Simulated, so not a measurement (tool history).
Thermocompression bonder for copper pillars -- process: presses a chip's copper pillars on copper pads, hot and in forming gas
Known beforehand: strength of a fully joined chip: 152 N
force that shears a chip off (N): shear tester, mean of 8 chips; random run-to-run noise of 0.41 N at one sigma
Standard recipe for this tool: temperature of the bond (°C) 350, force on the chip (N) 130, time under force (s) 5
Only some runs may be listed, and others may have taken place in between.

| run | day | temperature of the bond (°C) | force on the chip (N) | time under force (s) | force that shears a chip off (N) |
|---|---|---|---|---|---|
| 1 | 0.000 | 350 | 130 | 5 | 65.3 |
| 2 | 1.350 | 350 | 130 | 5 | 64.5 |
| 3 | 3.133 | 350 | 130 | 5 | 65.3 |
| 4 | 4.479 | 350 | 130 | 5 | 64.5 |
| 5 | 6.567 | 350 | 130 | 5 | 63.7 |
|  | 7.600 | forming gas filter changed |
| 6 | 8.675 | 350 | 130 | 5 | 64.4 |
| 7 | 10.767 | 350 | 130 | 5 | 66.2 |
| 8 | 12.421 | 330 | 130 | 5 | 49.8 |
| 9 | 14.417 | 330 | 130 | 5 | 50.5 |
| 10 | 15.404 | 330 | 130 | 5 | 50.0 |
| 11 | 16.833 | 350 | 89 | 5 | 44.2 |
| 12 | 19.200 | 350 | 89 | 5 | 43.1 |
| 13 | 21.383 | 350 | 89 | 5 | 43.6 |
|  | 21.662 | forming gas filter changed |
| 14 | 22.412 | 350 | 89 | 3 | 35.3 |
| 15 | 24.617 | 350 | 89 | 3 | 35.0 |
| 16 | 26.462 | 350 | 130 | 5 | 64.6 |
| 17 | 27.921 | 349 | 130 | 5 | 64.8 |
| 18 | 29.338 | 349 | 130 | 5 | 64.4 |
| 19 | 30.775 | 349 | 130 | 5 | 63.9 |
| 20 | 32.933 | 349 | 130 | 5 | 64.2 |
| 21 | 34.379 | 350 | 130 | 7 | 73.4 |
|  | 35.604 | forming gas filter changed |
| 22 | 36.104 | 350 | 130 | 7 | 72.9 |
| 23 | 37.750 | 350 | 172 | 5 | 84.8 |
| 24 | 39.462 | 368 | 91 | 11 | 75.8 |
| 25 | 41.150 | 355 | 121 | 6 | 68.8 |
| 26 | 42.458 | 325 | 130 | 3 | 37.1 |
| 27 | 44.692 | 350 | 146 | 3 | 60.4 |
| 28 | 45.754 | 323 | 151 | 3 | 42.9 |
| 29 | 46.954 | 370 | 151 | 3 | 78.1 |
| 30 | 48.746 | 372 | 130 | 14 | 111.7 |
|  | 49.562 | forming gas filter changed |
| 31 | 50.062 | 350 | 113 | 5 | 56.1 |
| 32 | 52.438 | 350 | 113 | 5 | 57.3 |
| 33 | 54.771 | 350 | 113 | 5 | 56.3 |
| 34 | 56.725 | 366 | 156 | 7 | 100.8 |
| 35 | 58.833 | 366 | 156 | 7 | 100.6 |
| 36 | 60.871 | 366 | 156 | 7 | 101.4 |
| 37 | 62.433 | 366 | 156 | 7 | 100.9 |
|  | 63.621 | forming gas filter changed |
| 38 | 64.100 | 372 | 118 | 3 | 62.8 |
| 39 | 65.196 | 367 | 158 | 5 | 93.3 |
| 40 | 67.304 | 367 | 119 | 11 | 95.3 |

Consider 3 possible next runs. They are alternatives, not a sequence: every one starts from the tool as it was left by run 40. What does each give?
| A | 68.638 | 339 | 119 | 11 | ? |
| B | 68.638 | 367 | 127 | 4 | ? |
| C | 68.638 | 338 | 145 | 11 | ? |

| run | force that shears a chip off (N) |
|---|---|
| A | 70.1 |
| B | 71.9 |
| C | 82.0 |
Stripped of hidden state, with their random variation kept, the same runs would have yielded:
| run | force that shears a chip off (N) |
|---|---|
| A | 69.6 |
| B | 71.5 |
| C | 81.5 |
